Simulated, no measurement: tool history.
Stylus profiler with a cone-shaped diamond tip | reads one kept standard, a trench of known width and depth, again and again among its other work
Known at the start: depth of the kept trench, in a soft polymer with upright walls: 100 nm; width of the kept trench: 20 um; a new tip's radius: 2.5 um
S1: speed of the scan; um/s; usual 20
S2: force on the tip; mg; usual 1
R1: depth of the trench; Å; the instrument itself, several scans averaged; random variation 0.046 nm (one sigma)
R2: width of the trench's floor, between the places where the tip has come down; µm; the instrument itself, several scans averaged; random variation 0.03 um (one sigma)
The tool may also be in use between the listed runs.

run	hour	S1	S2	R1	R2
1	0	20	1	999.5	17.39
2	12.6	20	0.75	999.7	17.39
3	31.6	20	0.65	1000.3	17.31
4	46.6	20	0.65	998.7	17.33
5	59.7	20	1.13	1000.2	17.41
6	83.5	20	2.4	1001.3	17.4
7	97.3	20	1.17	1000.3	17.36
8	110.5	20	2.39	1001.8	17.35
# hour 127.1: new tip fitted, height scale calibrated
9	131.2	20	2.39	1005.4	18.51
10	153.7	20	1	1003.2	18.41
11	165.3	20	1	1003.9	18.45
12	189.3	20	1	1002.9	18.46
13	210	20	1	1003.8	18.4
14	230.7	18	1	1003.2	18.45
15	251.1	20	1.06	1003.6	18.39
16	268.3	20	1.06	1003.6	18.33
17	289.7	20	2.9	1006.5	18.37
18	301.5	20	2.9	1006.5	18.41
19	319.7	20	2.9	1007.1	18.39
20	331	20	1	1002.9	18.3
21	344.1	20	1	1002.9	18.33
22	360.9	20	1	1003.2	18.36

The next listed run, before its measurement:
23	380.1	41	0.79	?	?

R1: 1003.6 Å
R2: 18.11 µm
Without the tool's hidden state the same run would have given R1 1003.5 Å, R2 18.28 µm.
